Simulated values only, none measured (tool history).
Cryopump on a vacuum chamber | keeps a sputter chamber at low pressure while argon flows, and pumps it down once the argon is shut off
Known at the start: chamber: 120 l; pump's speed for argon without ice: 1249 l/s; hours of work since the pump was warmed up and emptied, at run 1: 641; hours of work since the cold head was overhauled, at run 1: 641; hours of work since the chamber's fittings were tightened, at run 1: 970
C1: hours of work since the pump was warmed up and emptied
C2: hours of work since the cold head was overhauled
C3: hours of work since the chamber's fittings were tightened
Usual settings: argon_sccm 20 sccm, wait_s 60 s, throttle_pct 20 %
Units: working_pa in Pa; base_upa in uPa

run 1 hour=0.0 | argon_sccm=20 wait_s=60 throttle_pct=20 | C1=641 C2=641 C3=970 | working_pa=0.1393 base_upa=2.42
run 2 hour=59.5 | argon_sccm=20 wait_s=60 throttle_pct=20 | C1=682 C2=682 C3=1011 | working_pa=0.1405 base_upa=2.52
run 3 hour=121.2 | argon_sccm=20 wait_s=60 throttle_pct=20 | C1=725 C2=725 C3=1054 | working_pa=0.1402 base_upa=2.50
run 4 hour=200.1 | argon_sccm=20 wait_s=60 throttle_pct=20 | C1=779 C2=779 C3=1108 | working_pa=0.1413 base_upa=2.62
run 5 hour=278.5 | argon_sccm=20 wait_s=60 throttle_pct=20 | C1=833 C2=833 C3=1163 | working_pa=0.1432 base_upa=2.66
-- hour=347.8 pump warmed up, emptied and cooled again
run 6 hour=372.8 | argon_sccm=20 wait_s=61 throttle_pct=20 | C1=17 C2=895 C3=1224 | working_pa=0.1367 base_upa=2.40
run 7 hour=410.6 | argon_sccm=20 wait_s=60 throttle_pct=20 | C1=43 C2=921 C3=1251 | working_pa=0.1348 base_upa=2.46
run 8 hour=480.1 | argon_sccm=20 wait_s=60 throttle_pct=19 | C1=92 C2=969 C3=1299 | working_pa=0.1427 base_upa=2.51
run 9 hour=564.7 | argon_sccm=20 wait_s=60 throttle_pct=19 | C1=150 C2=1028 C3=1357 | working_pa=0.1439 base_upa=2.60
run 10 hour=624.1 | argon_sccm=20 wait_s=60 throttle_pct=20 | C1=191 C2=1069 C3=1398 | working_pa=0.1366 base_upa=2.73
run 11 hour=688.6 | argon_sccm=20 wait_s=60 throttle_pct=16 | C1=236 C2=1113 C3=1443 | working_pa=0.1710 base_upa=2.66
run 12 hour=764.8 | argon_sccm=20 wait_s=60 throttle_pct=16 | C1=288 C2=1166 C3=1495 | working_pa=0.1705 base_upa=2.75
run 13 hour=816.9 | argon_sccm=20 wait_s=60 throttle_pct=20 | C1=324 C2=1202 C3=1532 | working_pa=0.1390 base_upa=2.78
run 14 hour=862.7 | argon_sccm=20 wait_s=60 throttle_pct=20 | C1=356 C2=1234 C3=1563 | working_pa=0.1368 base_upa=2.84
run 15 hour=913.4 | argon_sccm=20 wait_s=60 throttle_pct=20 | C1=391 C2=1269 C3=1598 | working_pa=0.1388 base_upa=2.90
run 16 hour=998.3 | argon_sccm=20 wait_s=60 throttle_pct=16 | C1=450 C2=1328 C3=1657 | working_pa=0.1726 base_upa=2.91
run 17 hour=1065.6 | argon_sccm=20 wait_s=60 throttle_pct=16 | C1=496 C2=1374 C3=1704 | working_pa=0.1741 base_upa=3.03
run 18 hour=1140.2 | argon_sccm=20 wait_s=60 throttle_pct=16 | C1=548 C2=1426 C3=1755 | working_pa=0.1738 base_upa=3.09
run 19 hour=1201.1 | argon_sccm=20 wait_s=42 throttle_pct=21 | C1=590 C2=1468 C3=1797 | working_pa=0.1338 base_upa=3.70
run 20 hour=1274.6 | argon_sccm=21 wait_s=237 throttle_pct=16 | C1=641 C2=1519 C3=1848 | working_pa=0.1824 base_upa=2.27
run 21 hour=1363.5 | argon_sccm=20 wait_s=63 throttle_pct=19 | C1=702 C2=1580 C3=1910 | working_pa=0.1480 base_upa=3.18
run 22 hour=1404.2 | argon_sccm=20 wait_s=230 throttle_pct=20 | C1=731 C2=1608 C3=1938 | working_pa=0.1421 base_upa=2.40
run 23 hour=1479.8 | argon_sccm=20 wait_s=230 throttle_pct=20 | C1=783 C2=1661 C3=1990 | working_pa=0.1411 base_upa=2.54
run 24 hour=1554.6 | argon_sccm=18 wait_s=60 throttle_pct=15 | C1=835 C2=1712 C3=2042 | working_pa=0.1683 base_upa=3.56
-- hour=1617.0 pump warmed up, emptied and cooled again
run 25 hour=1618.6 | argon_sccm=20 wait_s=43 throttle_pct=20 | C1=1 C2=1753 C3=2083 | working_pa=0.1354 base_upa=3.65
run 26 hour=1659.1 | argon_sccm=30 wait_s=60 throttle_pct=16 | C1=29 C2=1781 C3=2111 | working_pa=0.2552 base_upa=3.29
run 27 hour=1715.5 | argon_sccm=30 wait_s=60 throttle_pct=16 | C1=68 C2=1820 C3=2150 | working_pa=0.2530 base_upa=3.08
run 28 hour=1781.6 | argon_sccm=20 wait_s=124 throttle_pct=49 | C1=114 C2=1866 C3=2195 | working_pa=0.0554 base_upa=2.57
run 29 hour=1853.8 | argon_sccm=24 wait_s=60 throttle_pct=28 | C1=164 C2=1916 C3=2245 | working_pa=0.1184 base_upa=3.36
run 30 hour=1927.1 | argon_sccm=9 wait_s=207 throttle_pct=23 | C1=214 C2=1967 C3=2296 | working_pa=0.0539 base_upa=2.46
run 31 hour=1999.8 | argon_sccm=20 wait_s=60 throttle_pct=50 | C1=265 C2=2017 C3=2346 | working_pa=0.0570 base_upa=3.42
run 32 hour=2045.6 | argon_sccm=21 wait_s=31 throttle_pct=47 | C1=296 C2=2048 C3=2378 | working_pa=0.0633 base_upa=4.65
run 33 hour=2089.3 | argon_sccm=20 wait_s=178 throttle_pct=20 | C1=327 C2=2079 C3=2408 | working_pa=0.1372 base_upa=2.61
run 34 hour=2160.3 | argon_sccm=24 wait_s=181 throttle_pct=20 | C1=376 C2=2128 C3=2457 | working_pa=0.1658 base_upa=2.75
run 35 hour=2239.7 | argon_sccm=20 wait_s=22 throttle_pct=20 | C1=431 C2=2183 C3=2512 | working_pa=0.1392 base_upa=6.01

3 ways to go on from here, each from the tool as it stands after run 35. What would each give?
run A hour=2304.6 | argon_sccm=28 wait_s=104 throttle_pct=37 | C1=476 C2=2228 C3=2557 | working_pa=? base_upa=?
run B hour=2304.6 | argon_sccm=20 wait_s=60 throttle_pct=27 | C1=476 C2=2228 C3=2557 | working_pa=? base_upa=?
run C hour=2304.6 | argon_sccm=20 wait_s=41 throttle_pct=38 | C1=476 C2=2228 C3=2557 | working_pa=? base_upa=?

run=A working_pa=0.1086 base_upa=3.23
run=B working_pa=0.1050 base_upa=3.80
run=C working_pa=0.0751 base_upa=4.19
Without the tool's hidden state the same runs would have given:
run=A working_pa=0.1029 base_upa=0.96
run=B working_pa=0.1009 base_upa=1.53
run=C working_pa=0.0710 base_upa=2.01

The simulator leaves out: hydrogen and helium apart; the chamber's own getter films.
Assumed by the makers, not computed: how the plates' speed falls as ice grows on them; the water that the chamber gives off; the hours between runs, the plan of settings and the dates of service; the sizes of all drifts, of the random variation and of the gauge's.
